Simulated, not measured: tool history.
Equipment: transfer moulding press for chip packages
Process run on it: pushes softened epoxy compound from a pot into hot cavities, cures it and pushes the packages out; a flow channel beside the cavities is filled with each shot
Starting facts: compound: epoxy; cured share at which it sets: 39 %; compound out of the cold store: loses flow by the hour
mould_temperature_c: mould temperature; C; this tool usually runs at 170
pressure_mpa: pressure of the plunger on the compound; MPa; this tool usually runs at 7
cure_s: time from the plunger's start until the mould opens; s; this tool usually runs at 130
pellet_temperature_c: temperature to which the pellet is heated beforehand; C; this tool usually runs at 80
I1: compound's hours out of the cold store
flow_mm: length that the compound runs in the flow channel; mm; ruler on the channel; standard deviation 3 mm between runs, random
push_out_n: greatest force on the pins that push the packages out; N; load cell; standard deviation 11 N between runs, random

run 1 hour=0 | mould_temperature_c=170 pressure_mpa=7 cure_s=130 pellet_temperature_c=80 | I1=41 | flow_mm=480 push_out_n=617
run 2 hour=8.4 | mould_temperature_c=170 pressure_mpa=7 cure_s=130 pellet_temperature_c=80 | I1=39.1 | flow_mm=489 push_out_n=702
run 3 hour=14.8 | mould_temperature_c=170 pressure_mpa=6.32 cure_s=130 pellet_temperature_c=80 | I1=40.1 | flow_mm=454 push_out_n=740
-- hour=25 plunger's sealing rings changed
run 4 hour=25 | mould_temperature_c=170 pressure_mpa=7 cure_s=130 pellet_temperature_c=80 | I1=15.5 | flow_mm=564 push_out_n=838
run 5 hour=30.2 | mould_temperature_c=170 pressure_mpa=7 cure_s=130 pellet_temperature_c=80 | I1=24.7 | flow_mm=541 push_out_n=822
run 6 hour=36.9 | mould_temperature_c=170 pressure_mpa=7 cure_s=130 pellet_temperature_c=80 | I1=40 | flow_mm=502 push_out_n=845
run 7 hour=41.5 | mould_temperature_c=170 pressure_mpa=7 cure_s=130 pellet_temperature_c=80 | I1=23.2 | flow_mm=550 push_out_n=868
-- hour=43.7 cavities cleaned with cleaning compound and waxed
run 8 hour=53.2 | mould_temperature_c=170 pressure_mpa=7 cure_s=130 pellet_temperature_c=80 | I1=8.5 | flow_mm=590 push_out_n=659
run 9 hour=63.9 | mould_temperature_c=170 pressure_mpa=7 cure_s=130 pellet_temperature_c=80 | I1=35.2 | flow_mm=515 push_out_n=714
run 10 hour=69.4 | mould_temperature_c=170 pressure_mpa=7 cure_s=130 pellet_temperature_c=80 | I1=42.2 | flow_mm=495 push_out_n=718
run 11 hour=80.2 | mould_temperature_c=170 pressure_mpa=7 cure_s=130 pellet_temperature_c=80 | I1=44.3 | flow_mm=490 push_out_n=790
run 12 hour=88.3 | mould_temperature_c=170 pressure_mpa=7.51 cure_s=130 pellet_temperature_c=80 | I1=23.9 | flow_mm=564 push_out_n=846
-- hour=98.2 cavities cleaned with cleaning compound and waxed
run 13 hour=99.1 | mould_temperature_c=170 pressure_mpa=7 cure_s=130 pellet_temperature_c=80 | I1=15.6 | flow_mm=561 push_out_n=567
run 14 hour=104.3 | mould_temperature_c=170 pressure_mpa=7 cure_s=125 pellet_temperature_c=80 | I1=46.3 | flow_mm=488 push_out_n=601
run 15 hour=113.9 | mould_temperature_c=170 pressure_mpa=7 cure_s=125 pellet_temperature_c=80 | I1=32.7 | flow_mm=523 push_out_n=717
run 16 hour=124.4 | mould_temperature_c=170 pressure_mpa=7 cure_s=132 pellet_temperature_c=89 | I1=46 | flow_mm=484 push_out_n=729
run 17 hour=134.1 | mould_temperature_c=165 pressure_mpa=7.02 cure_s=165 pellet_temperature_c=73 | I1=16.4 | flow_mm=572 push_out_n=776
run 18 hour=141.3 | mould_temperature_c=173 pressure_mpa=7.37 cure_s=137 pellet_temperature_c=83 | I1=44.1 | flow_mm=494 push_out_n=751
run 19 hour=147.5 | mould_temperature_c=173 pressure_mpa=7.37 cure_s=137 pellet_temperature_c=83 | I1=30.1 | flow_mm=528 push_out_n=770
-- hour=153.1 cavities cleaned with cleaning compound and waxed
run 20 hour=159.3 | mould_temperature_c=170 pressure_mpa=7 cure_s=130 pellet_temperature_c=88 | I1=13.4 | flow_mm=566 push_out_n=607
run 21 hour=167.1 | mould_temperature_c=170 pressure_mpa=7 cure_s=130 pellet_temperature_c=88 | I1=43.4 | flow_mm=487 push_out_n=663
run 22 hour=171.7 | mould_temperature_c=170 pressure_mpa=7 cure_s=130 pellet_temperature_c=88 | I1=11.3 | flow_mm=570 push_out_n=701
run 23 hour=182.2 | mould_temperature_c=170 pressure_mpa=7 cure_s=130 pellet_temperature_c=71 | I1=39.2 | flow_mm=496 push_out_n=765
run 24 hour=192.6 | mould_temperature_c=170 pressure_mpa=7 cure_s=130 pellet_temperature_c=78 | I1=29.3 | flow_mm=523 push_out_n=818
run 25 hour=201.7 | mould_temperature_c=170 pressure_mpa=8.28 cure_s=160 pellet_temperature_c=80 | I1=37.1 | flow_mm=547 push_out_n=756
-- hour=207.9 cavities cleaned with cleaning compound and waxed
run 26 hour=211.3 | mould_temperature_c=165 pressure_mpa=6.05 cure_s=146 pellet_temperature_c=79 | I1=14.2 | flow_mm=525 push_out_n=656
run 27 hour=222.1 | mould_temperature_c=174 pressure_mpa=7 cure_s=130 pellet_temperature_c=76 | I1=22.7 | flow_mm=530 push_out_n=614
run 28 hour=227.3 | mould_temperature_c=174 pressure_mpa=7 cure_s=130 pellet_temperature_c=76 | I1=32.4 | flow_mm=506 push_out_n=624
run 29 hour=235.4 | mould_temperature_c=168 pressure_mpa=7 cure_s=130 pellet_temperature_c=80 | I1=39 | flow_mm=495 push_out_n=811

Selected run-to-run steps in flow_mm, each split into two signed amounts: the part the tool would show with no hidden state at all (from settings, incoming material and random variation), and the remainder, which goes to the hidden state together with any gauge scatter not common to the measured and the hidden-state-free results:
The tool's hidden condition here consists of: true mould temperature over the reading, C; pressure that reaches the compound, % of what is set; grip of the stained cavities, % over clean ones'; drift of the gauge itself on flow_mm, %; drift of the gauge itself on push_out_n, %.
Run 1 -> 2: settings left as they were, no log entry in between. flow_mm +9 mm: hidden state -2, all else +11.
Run 3 -> 4: pressure_mpa 6.32 -> 7, plunger's sealing rings changed. flow_mm +110 mm: hidden state +22, all else +88.
Run 16 -> 17: mould_temperature_c 170 -> 165, pressure_mpa 7 -> 7.02, cure_s 132 -> 165, pellet_temperature_c 89 -> 73. flow_mm +88 mm: hidden state -2, all else +90.
